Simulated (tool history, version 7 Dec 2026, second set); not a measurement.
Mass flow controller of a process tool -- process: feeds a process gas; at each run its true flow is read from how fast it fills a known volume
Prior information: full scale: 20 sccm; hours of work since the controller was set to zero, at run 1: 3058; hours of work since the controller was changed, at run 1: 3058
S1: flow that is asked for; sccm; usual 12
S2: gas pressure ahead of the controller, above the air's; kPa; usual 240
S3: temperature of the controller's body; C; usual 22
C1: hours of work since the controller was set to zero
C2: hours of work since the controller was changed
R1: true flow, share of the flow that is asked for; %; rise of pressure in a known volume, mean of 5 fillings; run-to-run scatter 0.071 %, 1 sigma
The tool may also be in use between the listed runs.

run	hour	S1	S2	S3	C1	C2	R1
1	0.0	12	240	22	3058	3058	99.85
2	551.5	12	240	22	3390	3390	99.78
3	1011.4	12	240	30	3666	3666	100.21
4	1519.7	12	204	30	3972	3972	100.05
5	1894.8	12	204	30	4197	4197	100.18
6	2467.5	12	204	30	4542	4542	100.07
7	2976.8	12	240	39	4848	4848	100.56
8	3235.7	9	210	27	5003	5003	99.98
9	3538.0	2	210	33	5185	5185	100.14
10	3948.5	12	186	33	5432	5432	100.14
11	4409.4	2	240	36	5709	5709	100.30
12	4755.5	18	232	22	5917	5917	100.37

Some steps in R1, run to run, broken into two amounts with sign: the step expected even without the hidden condition (settings, incoming material, random variation), and the rest, left for the hidden condition together with whatever gauge scatter is not in both the measured and the hidden-condition-free result:
What the log doesn't record here: flow at rest that the sensor doesn't see, % of full scale; true flow over the shown one, %; drift of the gauge itself on true_pct, %.
Run 5 -> 6: nothing adjusted, nothing logged. R1 -0.11 %: hidden state +0.04, all else -0.15.
Run 7 -> 8: S1 12 -> 9, S2 240 -> 210, S3 39 -> 27. R1 -0.58 %: hidden state +0.02, all else -0.60.
